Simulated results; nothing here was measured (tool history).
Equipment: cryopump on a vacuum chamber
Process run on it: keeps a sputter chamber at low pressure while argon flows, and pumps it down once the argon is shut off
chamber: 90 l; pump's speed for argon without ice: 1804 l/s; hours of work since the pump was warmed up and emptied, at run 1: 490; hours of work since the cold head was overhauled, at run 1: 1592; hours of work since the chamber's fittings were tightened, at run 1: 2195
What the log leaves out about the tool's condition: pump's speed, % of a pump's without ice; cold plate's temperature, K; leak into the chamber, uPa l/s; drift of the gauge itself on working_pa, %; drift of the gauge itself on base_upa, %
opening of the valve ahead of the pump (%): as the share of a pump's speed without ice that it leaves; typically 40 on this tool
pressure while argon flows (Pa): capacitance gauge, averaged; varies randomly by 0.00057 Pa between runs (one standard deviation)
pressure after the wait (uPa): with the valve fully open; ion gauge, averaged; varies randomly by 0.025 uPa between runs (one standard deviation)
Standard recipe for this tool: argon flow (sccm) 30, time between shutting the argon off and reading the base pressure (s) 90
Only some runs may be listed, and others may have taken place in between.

| run | hour | argon flow (sccm) | time between shutting the argon off and reading the base pressure (s) | opening of the valve ahead of the pump (%) | hours of work since the pump was warmed up and emptied | hours of work since the cold head was overhauled | hours of work since the chamber's fittings were tightened | pressure while argon flows (Pa) | pressure after the wait (uPa) |
|---|---|---|---|---|---|---|---|---|---|
| 1 | 0 | 30 | 90 | 40 | 490 | 1592 | 2195 | 0.0751 | 2.02 |
| 2 | 50.7 | 30 | 90 | 20 | 531 | 1633 | 2236 | 0.1451 | 2.09 |
| 3 | 88.9 | 30 | 40 | 40 | 562 | 1664 | 2267 | 0.0756 | 3.05 |
| 4 | 120.8 | 30 | 40 | 40 | 588 | 1690 | 2293 | 0.0751 | 3.13 |
| 5 | 166.9 | 30 | 40 | 40 | 626 | 1728 | 2330 | 0.0753 | 3.19 |
| 6 | 218.7 | 30 | 40 | 40 | 668 | 1770 | 2373 | 0.0764 | 3.21 |
| 7 | 249.3 | 12 | 90 | 40 | 693 | 1795 | 2397 | 0.0301 | 2.12 |
| 8 | 293.6 | 12 | 90 | 18 | 729 | 1831 | 2433 | 0.0638 | 2.24 |
| 9 | 356 | 12 | 90 | 18 | 780 | 1882 | 2484 | 0.0662 | 2.26 |
| 10 | 416.3 | 12 | 90 | 18 | 829 | 1931 | 2533 | 0.0652 | 2.31 |
| 11 | 474.5 | 30 | 90 | 40 | 876 | 1978 | 2581 | 0.0795 | 2.37 |
| 12 | 532.4 | 30 | 90 | 40 | 923 | 2025 | 2628 | 0.0787 | 2.44 |
| 13 | 582.8 | 23 | 37 | 31 | 964 | 2066 | 2669 | 0.0767 | 3.64 |
| 14 | 641.7 | 30 | 50 | 31 | 1012 | 2114 | 2717 | 0.0991 | 3.13 |
| 15 | 689.3 | 30 | 50 | 31 | 1051 | 2153 | 2755 | 0.1003 | 3.12 |
|  | 734.5 | pump warmed up, emptied and cooled again |
| 16 | 742.5 | 20 | 46 | 17 | 6 | 2192 | 2795 | 0.1104 | 2.89 |
| 17 | 787 | 27 | 46 | 31 | 43 | 2228 | 2831 | 0.0824 | 2.98 |
| 18 | 840.1 | 27 | 248 | 33 | 86 | 2272 | 2874 | 0.0774 | 1.62 |
| 19 | 888.4 | 27 | 248 | 33 | 125 | 2311 | 2913 | 0.0769 | 1.65 |
| 20 | 940 | 27 | 60 | 33 | 167 | 2353 | 2955 | 0.0781 | 2.69 |
| 21 | 974.6 | 32 | 90 | 24 | 195 | 2381 | 2983 | 0.1259 | 2.28 |
| 22 | 1015.9 | 15 | 24 | 17 | 229 | 2415 | 3017 | 0.0842 | 4.48 |
| 23 | 1072.5 | 30 | 90 | 55 | 275 | 2461 | 3063 | 0.0541 | 2.31 |

5 options for the next run, each taken on its own from the tool as it stands now. Forecast them:
| A | 1099.6 | 30 | 28 | 51 | 297 | 2483 | 3085 | ? | ? |
| B | 1099.6 | 51 | 90 | 40 | 297 | 2483 | 3085 | ? | ? |
| C | 1099.6 | 47 | 90 | 37 | 297 | 2483 | 3085 | ? | ? |
| D | 1099.6 | 19 | 201 | 17 | 297 | 2483 | 3085 | ? | ? |
| E | 1099.6 | 24 | 31 | 24 | 297 | 2483 | 3085 | ? | ? |

| run | pressure while argon flows (Pa) | pressure after the wait (uPa) |
|---|---|---|
| A | 0.0582 | 4.13 |
| B | 0.1233 | 2.32 |
| C | 0.1233 | 2.38 |
| D | 0.1067 | 1.92 |
| E | 0.0966 | 3.89 |
Stripped of hidden state, with their random variation kept, the same runs would have yielded:
| run | pressure while argon flows (Pa) | pressure after the wait (uPa) |
|---|---|---|
| A | 0.0556 | 2.77 |
| B | 0.1189 | 0.98 |
| C | 0.1192 | 1 |
| D | 0.105 | 0.56 |
| E | 0.0945 | 2.53 |

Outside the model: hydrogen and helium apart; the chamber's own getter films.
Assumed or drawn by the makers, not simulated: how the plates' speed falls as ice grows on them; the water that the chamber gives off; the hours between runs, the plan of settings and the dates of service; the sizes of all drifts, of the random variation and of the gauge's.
